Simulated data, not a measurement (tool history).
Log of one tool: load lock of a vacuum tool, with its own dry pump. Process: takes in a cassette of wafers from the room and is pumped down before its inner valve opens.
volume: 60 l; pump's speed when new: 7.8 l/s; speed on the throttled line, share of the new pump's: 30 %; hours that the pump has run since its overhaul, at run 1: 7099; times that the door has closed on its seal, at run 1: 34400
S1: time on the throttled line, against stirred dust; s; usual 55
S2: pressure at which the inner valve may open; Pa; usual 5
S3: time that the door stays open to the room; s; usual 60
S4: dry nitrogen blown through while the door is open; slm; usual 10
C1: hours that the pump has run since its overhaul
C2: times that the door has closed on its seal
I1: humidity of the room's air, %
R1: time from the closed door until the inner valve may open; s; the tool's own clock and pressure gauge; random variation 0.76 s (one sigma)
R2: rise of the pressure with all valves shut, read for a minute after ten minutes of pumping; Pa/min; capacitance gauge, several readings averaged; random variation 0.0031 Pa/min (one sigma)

run,day,S1,S2,S3,S4,C1,C2,I1,R1,R2
1,0.000,55,5,60,10,7099,34400,48.5,121.1,0.231
2,13.458,55,5,60,10,7422,35965,43.8,120.9,0.242
3,19.317,55,5,60,10,7562,36647,44.4,120.7,0.250
4,30.338,55,5,60,10,7827,37928,46.4,122.0,0.263
5,43.204,55,10,60,10,8136,39425,42.7,114.8,0.271
6,53.317,55,10,60,10,8378,40601,49.3,113.8,0.295
7,67.217,62,4,60,21,8712,42218,46.6,127.4,0.284
8,80.662,101,6,60,21,9034,43781,44.8,150.1,0.314
9,91.383,101,6,60,21,9292,45029,44.3,151.5,0.325
10,97.671,46,7,218,40,9443,45760,46.0,114.9,0.367
# day 108.558: door's seal changed, seat wiped
11,111.529,46,7,218,40,9774,345,44.3,114.6,0.067
12,118.338,46,9,218,23,9937,1137,42.8,110.5,0.084

Forecast each of these 4 alternatives for the next run:
A,130.654,55,5,61,25,10233,2569,45.6,?,?
B,130.654,46,10,30,44,10233,2569,44.1,?,?
C,130.654,29,5,230,10,10233,2569,44.3,?,?
D,130.654,108,5,218,29,10233,2569,47.9,?,?

run,R1,R2
A,123.2,0.048
B,109.1,0.026
C,106.2,0.135
D,158.3,0.090
Without the tool's hidden state the same runs would have given:
run,R1,R2
A,115.3,0.043
B,101.6,0.021
C,97.1,0.130
D,152.3,0.086
